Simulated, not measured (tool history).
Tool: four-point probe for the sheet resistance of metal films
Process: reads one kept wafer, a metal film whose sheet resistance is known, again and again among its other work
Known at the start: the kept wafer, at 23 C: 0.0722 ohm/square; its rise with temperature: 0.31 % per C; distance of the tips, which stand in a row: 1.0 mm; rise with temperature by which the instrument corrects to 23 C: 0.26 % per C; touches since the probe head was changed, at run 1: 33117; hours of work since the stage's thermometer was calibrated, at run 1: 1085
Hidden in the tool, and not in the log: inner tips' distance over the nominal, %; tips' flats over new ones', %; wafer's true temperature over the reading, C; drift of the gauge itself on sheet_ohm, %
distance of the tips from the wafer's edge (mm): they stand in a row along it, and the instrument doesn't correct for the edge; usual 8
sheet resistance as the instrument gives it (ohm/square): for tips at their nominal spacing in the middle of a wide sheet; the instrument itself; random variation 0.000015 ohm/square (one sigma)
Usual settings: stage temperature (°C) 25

run    hour  stage temperature (°C)  distance of the tips from the wafer's edge (mm)  touches since the probe head was changed  hours of work since the stage's thermometer was calibrated  sheet resistance as the instrument gives it (ohm/square)
  1     0.0                      25                                                8                                     33117                                                        1085                                                  0.072692
  2   134.3                      25                                                8                                     36008                                                        1161                                                  0.072724
  3   241.2                      25                                                8                                     38311                                                        1221                                                  0.072719
  4   359.6                      25                                                8                                     40859                                                        1288                                                  0.072729
  5   431.9                      25                                                8                                     42416                                                        1329                                                  0.072752
  6   525.0                      25                                                8                                     44420                                                        1381                                                  0.072774
      647.2  -- stage's thermometer calibrated
  7   654.5                      25                                                8                                     47199                                                           4                                                  0.072853
  8   790.9                      25                                               17                                     50135                                                          81                                                  0.072371
  9   878.0                      25                                               28                                     52011                                                         130                                                  0.072312
      977.5  -- stage's thermometer calibrated, once more
 10  1009.5                      24                                                8                                     54831                                                          18                                                  0.072771
 11  1080.0                      24                                                8                                     56350                                                          58                                                  0.072750
 12  1170.2                      24                                                8                                     58291                                                         109                                                  0.072764
 13  1289.2                      24                                                8                                     60855                                                         176                                                  0.072785
 14  1400.7                      24                                                8                                     63255                                                         239                                                  0.072799
 15  1498.2                      24                                                8                                     65353                                                         294                                                  0.072818
 16  1557.4                      25                                                8                                     66629                                                         328                                                  0.072869
 17  1641.4                      19                                                8                                     68438                                                         375                                                  0.072656
 18  1699.3                      19                                                8                                     69684                                                         408                                                  0.072689
 19  1824.7                      25                                                8                                     72384                                                         479                                                  0.072901
 20  1931.2                      25                                                8                                     74678                                                         539                                                  0.072921
 21  2055.6                      25                                                8                                     77356                                                         609                                                  0.072944
 22  2169.4                      25                                                8                                     79806                                                         673                                                  0.072977
 23  2279.9                      25                                                8                                     82184                                                         736                                                  0.073023
 24  2360.5                      25                                                8                                     83920                                                         781                                                  0.072989
 25  2454.5                      26                                               20                                     85945                                                         834                                                  0.072515
 26  2551.1                      26                                               20                                     88025                                                         889                                                  0.072543
 27  2654.1                      23                                               59                                     90242                                                         947                                                  0.072362
 28  2725.7                      21                                               14                                     91784                                                         987                                                  0.072502
 29  2800.3                      26                                               10                                     93390                                                        1030                                                  0.072885
 30  2867.5                      30                                               68                                     94836                                                        1068                                                  0.072667
 31  2957.7                      23                                               16                                     96779                                                        1118                                                  0.072580
 32  3055.5                      26                                                4                                     98885                                                        1174                                                  0.074877
 33  3119.1                      26                                               66                                    100255                                                        1210                                                  0.072550
 34  3255.7                      26                                               66                                    103194                                                        1287                                                  0.072597
 35  3322.2                      33                                                5                                    104627                                                        1324                                                  0.074368
 36  3395.1                      21                                               13                                    106197                                                        1366                                                  0.072622
 37  3464.6                      31                                                8                                    107693                                                        1405                                                  0.073360
     3539.6  -- stage's thermometer calibrated
 38  3541.1                      25                                                8                                    109330                                                           1                                                  0.073099
 39  3622.6                      20                                                4                                    111084                                                          47                                                  0.074655
 40  3699.8                      27                                               10                                    112747                                                          90                                                  0.072984
 41  3822.6                      29                                               14                                    115390                                                         160                                                  0.072873
 42  3888.3                      22                                               18                                    116805                                                         197                                                  0.072553
 43  3968.5                      21                                                8                                    118533                                                         242                                                  0.073023
     4062.9  -- new probe head fitted
 44  4100.8                      18                                               10                                       817                                                         316                                                  0.072616

Hidden state at the last listed run before each entry between runs and at the first one after, where it differs:
Between runs 6 and 7: stage's thermometer calibrated (hour 647.2)
  inner tips' distance over the nominal, %: -0.21 -> -0.189; tips' flats over new ones', %: 39 -> 42; wafer's true temperature over the reading, C: 0.29 -> 0.47
  measured less the result without the state, sheet resistance as the instrument gives it (ohm/square): -0.000101 -> -0.000042
Between runs 9 and 10: stage's thermometer calibrated, once more (hour 977.5)
  inner tips' distance over the nominal, %: -0.15 -> -0.127; tips' flats over new ones', %: 47 -> 50; wafer's true temperature over the reading, C: 0.5 -> 0.01
  measured less the result without the state, sheet resistance as the instrument gives it (ohm/square): -0.000005 -> -0.000097
Between runs 37 and 38: stage's thermometer calibrated (hour 3539.6)
  inner tips' distance over the nominal, %: 0.28 -> 0.293; tips' flats over new ones', %: 102 -> 104; wafer's true temperature over the reading, C: 0.3 -> -0.05
  measured less the result without the state, sheet resistance as the instrument gives it (ohm/square): +0.000289 -> +0.000221
Between runs 43 and 44: new probe head fitted (hour 4062.9)
  inner tips' distance over the nominal, %: 0.367 -> 0.275; tips' flats over new ones', %: 113 -> 1; wafer's true temperature over the reading, C: 0 -> 0.02
  measured less the result without the state, sheet resistance as the instrument gives it (ohm/square): +0.000289 -> +0.000220
